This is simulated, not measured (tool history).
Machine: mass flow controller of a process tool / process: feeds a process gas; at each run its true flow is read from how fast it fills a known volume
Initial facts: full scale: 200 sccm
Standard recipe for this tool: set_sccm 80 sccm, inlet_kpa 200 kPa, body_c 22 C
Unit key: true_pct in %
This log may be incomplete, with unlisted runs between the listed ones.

{"run": 1, "hour": 0.0, "set_sccm": 80, "inlet_kpa": 200, "body_c": 22, "true_pct": 99.32}
{"run": 2, "hour": 189.5, "set_sccm": 80, "inlet_kpa": 200, "body_c": 22, "true_pct": 99.29}
{"run": 3, "hour": 355.4, "set_sccm": 80, "inlet_kpa": 200, "body_c": 22, "true_pct": 99.23}
{"run": 4, "hour": 588.4, "set_sccm": 80, "inlet_kpa": 200, "body_c": 23, "true_pct": 99.15}
{"run": 5, "hour": 801.8, "set_sccm": 80, "inlet_kpa": 200, "body_c": 23, "true_pct": 99.13}
{"hour": 820.9, "done": "controller's zero set anew"}
{"run": 6, "hour": 1026.3, "set_sccm": 80, "inlet_kpa": 200, "body_c": 23, "true_pct": 99.29}
{"run": 7, "hour": 1177.6, "set_sccm": 97, "inlet_kpa": 200, "body_c": 23, "true_pct": 99.15}
{"run": 8, "hour": 1386.5, "set_sccm": 37, "inlet_kpa": 190, "body_c": 23, "true_pct": 100.03}

What does the tool deliver on the next run?
{"hour": 1628.3, "done": "controller's zero set anew, once more"}
{"run": 9, "hour": 1649.3, "set_sccm": 37, "inlet_kpa": 190, "body_c": 23, "true_pct": "?"}

true_pct: 98.39 %
Take away the tool's hidden state, keep the run-to-run variation as it was, and the same run would have given true_pct 99.62 %.
